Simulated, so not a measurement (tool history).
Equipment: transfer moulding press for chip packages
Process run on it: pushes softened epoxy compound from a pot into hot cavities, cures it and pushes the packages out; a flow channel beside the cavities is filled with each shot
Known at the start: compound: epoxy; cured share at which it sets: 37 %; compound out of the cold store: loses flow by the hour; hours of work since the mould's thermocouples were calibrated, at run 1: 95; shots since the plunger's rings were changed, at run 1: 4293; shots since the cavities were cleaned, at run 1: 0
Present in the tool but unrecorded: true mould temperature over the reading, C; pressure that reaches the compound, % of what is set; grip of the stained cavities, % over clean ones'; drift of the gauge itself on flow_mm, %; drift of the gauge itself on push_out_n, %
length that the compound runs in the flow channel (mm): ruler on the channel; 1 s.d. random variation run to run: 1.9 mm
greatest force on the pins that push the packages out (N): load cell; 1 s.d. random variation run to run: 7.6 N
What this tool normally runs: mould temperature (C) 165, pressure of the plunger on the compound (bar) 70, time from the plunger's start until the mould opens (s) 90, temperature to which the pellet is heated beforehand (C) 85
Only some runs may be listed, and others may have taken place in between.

run     day  mould temperature (C)  pressure of the plunger on the compound (bar)  time from the plunger's start until the mould opens (s)  temperature to which the pellet is heated beforehand (C)  hours of work since the mould's thermocouples were calibrated  shots since the plunger's rings were changed  shots since the cavities were cleaned  incoming compound's hours out of the cold store  length that the compound runs in the flow channel (mm)  greatest force on the pins that push the packages out (N)
  1       0                    165                                             70                                                       90                                                        85                                                             95                                          4293                                      0                                             21.5                                                     627                                                        358
      2.092  -- plunger's sealing rings changed
  2   2.225                    165                                             70                                                       90                                                        76                                                            134                                            45                                    706                                             46.2                                                     614                                                        513
      3.271  -- cavities cleaned with cleaning compound and waxed
  3   3.621                    165                                             70                                                       90                                                        76                                                            158                                           488                                    116                                             32.1                                                     634                                                        383
  4   5.421                    165                                             70                                                       90                                                        76                                                            190                                          1087                                    715                                              8.6                                                     677                                                        534
      6.479  -- cavities cleaned with cleaning compound and waxed
  5   7.392                    165                                             70                                                       90                                                        76                                                            225                                          1723                                    304                                             43.8                                                     608                                                        419
  6   9.429                    167                                             70                                                       90                                                        85                                                            262                                          2401                                    982                                             20.4                                                     638                                                        510
      9.712  -- cavities cleaned with cleaning compound and waxed
  7  10.979                    165                                             70                                                       90                                                        85                                                            289                                          2896                                    422                                             13.3                                                     654                                                        442
     12.054  -- mould's thermocouples calibrated
     12.983  -- cavities cleaned with cleaning compound and waxed
  8  13.112                    165                                             70                                                       90                                                        85                                                             18                                          3557                                     42                                               11                                                     655                                                        367
  9  14.954                    165                                             70                                                       82                                                        85                                                             51                                          4171                                    656                                             38.9                                                     599                                                        574
     16.221  -- cavities cleaned with cleaning compound and waxed
 10  16.354                    165                                             70                                                       82                                                        85                                                             76                                          4615                                     44                                             14.1                                                     642                                                        408
     17.638  -- plunger's sealing rings changed
 11  18.558                    165                                             70                                                       82                                                        85                                                            114                                           306                                    744                                             35.3                                                     636                                                        603
      19.45  -- cavities cleaned with cleaning compound and waxed
 12  20.054                    170                                             70                                                       90                                                        85                                                            140                                           784                                    203                                               38                                                     617                                                        381
     21.408  -- mould's thermocouples calibrated, once more
 13  21.454                    165                                             70                                                       90                                                        85                                                              1                                          1221                                    640                                             32.5                                                     633                                                        491
      22.75  -- cavities cleaned with cleaning compound and waxed
 14  23.638                    165                                             70                                                       90                                                        85                                                             39                                          1927                                    296                                             40.2                                                     616                                                        417
 15   24.85                    165                                             70                                                       90                                                        85                                                             61                                          2331                                    700                                             14.5                                                     661                                                        534
     25.896  -- cavities cleaned with cleaning compound and waxed
 16  26.258                    167                                             70                                                      120                                                        93                                                             86                                          2779                                    120                                               30                                                     622                                                        339
 17  28.433                    165                                             70                                                       71                                                        85                                                            125                                          3502                                    843                                             46.9                                                     595                                                        784
     29.025  -- cavities cleaned with cleaning compound and waxed
 18  29.917                    166                                             70                                                       90                                                        85                                                            151                                          3976                                    297                                             16.6                                                     639                                                        425
 19  31.075                    165                                           77.4                                                      100                                                        85                                                            172                                          4361                                    682                                             17.4                                                     672                                                        477
     32.254  -- cavities cleaned with cleaning compound and waxed
 20  32.729                    165                                           77.4                                                       87                                                        87                                                            200                                          4891                                    159                                             18.5                                                     666                                                        413
      33.05  -- plunger's sealing rings changed
 21    34.6                    165                                           66.3                                                       92                                                        87                                                            232                                           515                                    746                                             43.7                                                     600                                                        498
     35.554  -- cavities cleaned with cleaning compound and waxed
 22  36.533                    161                                             70                                                       90                                                        85                                                            266                                          1139                                    326                                             17.2                                                     668                                                        546
 23   37.95                    172                                           87.3                                                       90                                                        85                                                            292                                          1610                                    797                                             21.8                                                     711                                                        490
     38.875  -- mould's thermocouples calibrated
     38.938  -- cavities cleaned with cleaning compound and waxed
 24  40.008                    161                                             70                                                       90                                                        85                                                             19                                          2247                                    356                                             27.8                                                     639                                                        529
 25  41.675                    161                                             70                                                       90                                                        85                                                             50                                          2801                                    910                                             24.4                                                     639                                                        625
      42.15  -- cavities cleaned with cleaning compound and waxed
 26  42.775                    164                                             70                                                      102                                                        85                                                             68                                          3148                                    209                                             15.8                                                     652                                                        376
 27    44.7                    165                                             70                                                       97                                                        87                                                            103                                          3788                                    849                                             40.4                                                     602                                                        493

Entry by entry between the runs, the difference in hidden state between the last listed run before and the first listed run after:
From run 1 to run 2: plunger's sealing rings changed (day 2.092)
  true mould temperature over the reading, C: -0.34 -> -0.38; pressure that reaches the compound, % of what is set: 90.72 -> 99.28; grip of the stained cavities, % over clean ones': 3.8 -> 59.9
  measured less the result without the state, length that the compound runs in the flow channel (mm): -31 -> -1; greatest force on the pins that push the packages out (N): +17 -> +196
From run 2 to run 3: cavities cleaned with cleaning compound and waxed (day 3.271)
  true mould temperature over the reading, C: -0.38 -> -0.4; pressure that reaches the compound, % of what is set: 99.28 -> 98.33; grip of the stained cavities, % over clean ones': 59.9 -> 15.3
  measured less the result without the state, length that the compound runs in the flow channel (mm): -1 -> -5; greatest force on the pins that push the packages out (N): +196 -> +55
From run 4 to run 5: cavities cleaned with cleaning compound and waxed (day 6.479)
  true mould temperature over the reading, C: -0.43 -> -0.46; pressure that reaches the compound, % of what is set: 97.19 -> 95.83; grip of the stained cavities, % over clean ones': 59.9 -> 30.8
  measured less the result without the state, length that the compound runs in the flow channel (mm): -9 -> -12; greatest force on the pins that push the packages out (N): +207 -> +106
From run 6 to run 7: cavities cleaned with cleaning compound and waxed (day 9.712)
  true mould temperature over the reading, C: -0.49 -> -0.52; pressure that reaches the compound, % of what is set: 94.56 -> 93.55; grip of the stained cavities, % over clean ones': 64.1 -> 40.8
  measured less the result without the state, length that the compound runs in the flow channel (mm): -17 -> -21; greatest force on the pins that push the packages out (N): +206 -> +135
From run 7 to run 8: mould's thermocouples calibrated (day 12.054); cavities cleaned with cleaning compound and waxed (day 12.983)
  true mould temperature over the reading, C: -0.52 -> -0.85; pressure that reaches the compound, % of what is set: 93.55 -> 92.07; grip of the stained cavities, % over clean ones': 40.8 -> 8.2
  measured less the result without the state, length that the compound runs in the flow channel (mm): -21 -> -26; greatest force on the pins that push the packages out (N): +135 -> +38
From run 9 to run 10: cavities cleaned with cleaning compound and waxed (day 16.221)
  true mould temperature over the reading, C: -0.87 -> -0.9; pressure that reaches the compound, % of what is set: 90.88 -> 89.99; grip of the stained cavities, % over clean ones': 56.6 -> 5.7
  measured less the result without the state, length that the compound runs in the flow channel (mm): -27 -> -33; greatest force on the pins that push the packages out (N): +220 -> +40
From run 10 to run 11: plunger's sealing rings changed (day 17.638)
  true mould temperature over the reading, C: -0.9 -> -0.93; pressure that reaches the compound, % of what is set: 89.99 -> 99.39; grip of the stained cavities, % over clean ones': 5.7 -> 60.1
  measured less the result without the state, length that the compound runs in the flow channel (mm): -33 -> +0; greatest force on the pins that push the packages out (N): +40 -> +244
From run 11 to run 12: cavities cleaned with cleaning compound and waxed (day 19.45)
  true mould temperature over the reading, C: -0.93 -> -0.95; pressure that reaches the compound, % of what is set: 99.39 -> 98.41; grip of the stained cavities, % over clean ones': 60.1 -> 22.5
  measured less the result without the state, length that the compound runs in the flow channel (mm): +0 -> -4; greatest force on the pins that push the packages out (N): +244 -> +72
From run 12 to run 13: mould's thermocouples calibrated, once more (day 21.408)
  true mould temperature over the reading, C: -0.95 -> -0.38; pressure that reaches the compound, % of what is set: 98.41 -> 97.52; grip of the stained cavities, % over clean ones': 22.5 -> 54
  measured less the result without the state, length that the compound runs in the flow channel (mm): -4 -> -7; greatest force on the pins that push the packages out (N): +72 -> +179
From run 13 to run 14: cavities cleaned with cleaning compound and waxed (day 22.75)
  true mould temperature over the reading, C: -0.38 -> -0.42; pressure that reaches the compound, % of what is set: 97.52 -> 96.1; grip of the stained cavities, % over clean ones': 54 -> 31.5
  measured less the result without the state, length that the compound runs in the flow channel (mm): -7 -> -11; greatest force on the pins that push the packages out (N): +179 -> +104
From run 15 to run 16: cavities cleaned with cleaning compound and waxed (day 25.896)
  true mould temperature over the reading, C: -0.44 -> -0.46; pressure that reaches the compound, % of what is set: 95.17 -> 94.32; grip of the stained cavities, % over clean ones': 57.5 -> 17
  measured less the result without the state, length that the compound runs in the flow channel (mm): -15 -> -17; greatest force on the pins that push the packages out (N): +198 -> +50
From run 17 to run 18: cavities cleaned with cleaning compound and waxed (day 29.025)
  true mould temperature over the reading, C: -0.5 -> -0.52; pressure that reaches the compound, % of what is set: 92.69 -> 91.73; grip of the stained cavities, % over clean ones': 62.4 -> 36.6
  measured less the result without the state, length that the compound runs in the flow channel (mm): -22 -> -27; greatest force on the pins that push the packages out (N): +319 -> +118
From run 19 to run 20: cavities cleaned with cleaning compound and waxed (day 32.254)
  true mould temperature over the reading, C: -0.54 -> -0.57; pressure that reaches the compound, % of what is set: 90.94 -> 89.95; grip of the stained cavities, % over clean ones': 59.2 -> 19.2
  measured less the result without the state, length that the compound runs in the flow channel (mm): -31 -> -35; greatest force on the pins that push the packages out (N): +182 -> +75
From run 20 to run 21: plunger's sealing rings changed (day 33.05)
  true mould temperature over the reading, C: -0.57 -> -0.6; pressure that reaches the compound, % of what is set: 89.95 -> 98.66; grip of the stained cavities, % over clean ones': 19.2 -> 57.5
  measured less the result without the state, length that the compound runs in the flow channel (mm): -35 -> -3; greatest force on the pins that push the packages out (N): +75 -> +184
From run 21 to run 22: cavities cleaned with cleaning compound and waxed (day 35.554)
  true mould temperature over the reading, C: -0.6 -> -0.63; pressure that reaches the compound, % of what is set: 98.66 -> 97.44; grip of the stained cavities, % over clean ones': 57.5 -> 36.4
  measured less the result without the state, length that the compound runs in the flow channel (mm): -3 -> -8; greatest force on the pins that push the packages out (N): +184 -> +161
From run 23 to run 24: mould's thermocouples calibrated (day 38.875); cavities cleaned with cleaning compound and waxed (day 38.938)
  true mould temperature over the reading, C: -0.65 -> 0.1; pressure that reaches the compound, % of what is set: 96.46 -> 95.2; grip of the stained cavities, % over clean ones': 62.1 -> 38.9
  measured less the result without the state, length that the compound runs in the flow channel (mm): -12 -> -16; greatest force on the pins that push the packages out (N): +188 -> +147
From run 25 to run 26: cavities cleaned with cleaning compound and waxed (day 42.15)
  true mould temperature over the reading, C: 0.08 -> 0.06; pressure that reaches the compound, % of what is set: 94.12 -> 93.43; grip of the stained cavities, % over clean ones': 64.9 -> 23.1
  measured less the result without the state, length that the compound runs in the flow channel (mm): -20 -> -22; greatest force on the pins that push the packages out (N): +248 -> +70

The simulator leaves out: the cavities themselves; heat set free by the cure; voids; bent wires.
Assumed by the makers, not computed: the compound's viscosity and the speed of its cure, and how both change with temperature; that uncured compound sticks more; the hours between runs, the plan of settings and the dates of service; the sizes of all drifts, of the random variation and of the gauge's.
